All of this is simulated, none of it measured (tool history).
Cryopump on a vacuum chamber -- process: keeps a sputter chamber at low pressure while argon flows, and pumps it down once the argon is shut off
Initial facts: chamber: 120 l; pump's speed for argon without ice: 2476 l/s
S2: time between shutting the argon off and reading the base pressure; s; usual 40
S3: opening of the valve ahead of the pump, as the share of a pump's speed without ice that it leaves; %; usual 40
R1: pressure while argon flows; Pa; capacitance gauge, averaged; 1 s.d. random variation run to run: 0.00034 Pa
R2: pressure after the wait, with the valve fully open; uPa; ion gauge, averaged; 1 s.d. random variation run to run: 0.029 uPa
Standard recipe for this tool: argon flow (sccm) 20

{"run": 1, "day": 0.0, "argon flow (sccm)": 20, "S2": 40, "S3": 40, "R1": 0.0345, "R2": 2.59}
{"run": 2, "day": 0.9, "argon flow (sccm)": 20, "S2": 70, "S3": 40, "R1": 0.0348, "R2": 2.15}
{"run": 3, "day": 1.896, "argon flow (sccm)": 9, "S2": 40, "S3": 40, "R1": 0.0159, "R2": 2.65}
{"run": 4, "day": 2.388, "argon flow (sccm)": 20, "S2": 40, "S3": 40, "R1": 0.0348, "R2": 2.68}
{"run": 5, "day": 3.021, "argon flow (sccm)": 20, "S2": 40, "S3": 40, "R1": 0.035, "R2": 2.76}
{"run": 6, "day": 3.562, "argon flow (sccm)": 20, "S2": 40, "S3": 40, "R1": 0.0355, "R2": 2.67}
{"run": 7, "day": 4.396, "argon flow (sccm)": 20, "S2": 40, "S3": 40, "R1": 0.0356, "R2": 2.74}
{"run": 8, "day": 5.017, "argon flow (sccm)": 20, "S2": 40, "S3": 40, "R1": 0.0357, "R2": 2.63}
{"run": 9, "day": 5.858, "argon flow (sccm)": 27, "S2": 40, "S3": 40, "R1": 0.0469, "R2": 2.74}
{"run": 10, "day": 6.792, "argon flow (sccm)": 24, "S2": 34, "S3": 47, "R1": 0.036, "R2": 2.99}
{"run": 11, "day": 7.338, "argon flow (sccm)": 16, "S2": 40, "S3": 40, "R1": 0.0285, "R2": 2.82}
{"run": 12, "day": 7.879, "argon flow (sccm)": 16, "S2": 40, "S3": 40, "R1": 0.0283, "R2": 2.72}
{"run": 13, "day": 8.4, "argon flow (sccm)": 16, "S2": 40, "S3": 40, "R1": 0.028, "R2": 2.79}
{"run": 14, "day": 8.821, "argon flow (sccm)": 16, "S2": 40, "S3": 40, "R1": 0.0279, "R2": 2.83}
{"run": 15, "day": 9.717, "argon flow (sccm)": 16, "S2": 40, "S3": 40, "R1": 0.0288, "R2": 2.81}
{"run": 16, "day": 10.696, "argon flow (sccm)": 9, "S2": 20, "S3": 21, "R1": 0.0296, "R2": 4.03}
{"run": 17, "day": 11.692, "argon flow (sccm)": 18, "S2": 22, "S3": 26, "R1": 0.0482, "R2": 3.87}

Below are 4 alternative next runs, each starting from the tool's condition after run 17. Predict each:
{"run": "A", "day": 12.462, "argon flow (sccm)": 18, "S2": 214, "S3": 26, "R1": "?", "R2": "?"}
{"run": "B", "day": 12.462, "argon flow (sccm)": 20, "S2": 22, "S3": 26, "R1": "?", "R2": "?"}
{"run": "C", "day": 12.462, "argon flow (sccm)": 18, "S2": 78, "S3": 45, "R1": "?", "R2": "?"}
{"run": "D", "day": 12.462, "argon flow (sccm)": 9, "S2": 40, "S3": 26, "R1": "?", "R2": "?"}

run=A R1=0.0488 R2=1.81
run=B R1=0.0535 R2=3.85
run=C R1=0.0286 R2=2.18
run=D R1=0.0239 R2=2.83
What these runs would have given with no unlogged condition in the tool:
run=A R1=0.0477 R2=0.34
run=B R1=0.0523 R2=2.35
run=C R1=0.0274 R2=0.73
run=D R1=0.0234 R2=1.36
